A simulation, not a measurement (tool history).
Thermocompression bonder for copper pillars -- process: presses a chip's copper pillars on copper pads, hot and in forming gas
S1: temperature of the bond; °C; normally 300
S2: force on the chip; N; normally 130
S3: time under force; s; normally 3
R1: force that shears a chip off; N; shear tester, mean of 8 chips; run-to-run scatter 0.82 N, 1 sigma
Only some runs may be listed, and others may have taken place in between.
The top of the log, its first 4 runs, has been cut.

run     day   S1   S2  S3     R1
  5     3.4  300  130   3   92.4
  6   4.312  300  130   3   91.2
  7   5.629  300  130   3     94
  8   6.421  300  130   3   91.1
  9   7.929  300  130   3   89.4
 10   8.871  300  130   5  105.3
 11   9.829  300  130   3   91.8
      9.971  -- forming gas filter changed
 12  10.879  300  130   3   95.2
     11.467  -- heater calibrated with a thermocouple chip
 13  11.867  300  130   3     99
 14  13.012  300  130   3     99
 15  14.446  300  130   3   99.7
 16  15.867  300  137   3  101.4
     16.562  -- heater calibrated with a thermocouple chip, once more
 17  17.379  300  137   3   87.3
 18  18.496  300  130   3   82.6
 19  19.562  300  130   3   82.9
 20  20.717  300  130   6  101.8
 21  21.704  298  130   3   82.6
 22  22.792  298  130   3   82.2
 23  24.167  298  130   3   81.1

What does the tool deliver on the next run?
 24  24.875  274  150   3   ?

R1: 68 N
With the hidden condition absent and the run-to-run variation left alone, this run would have shown R1 71.7 N.
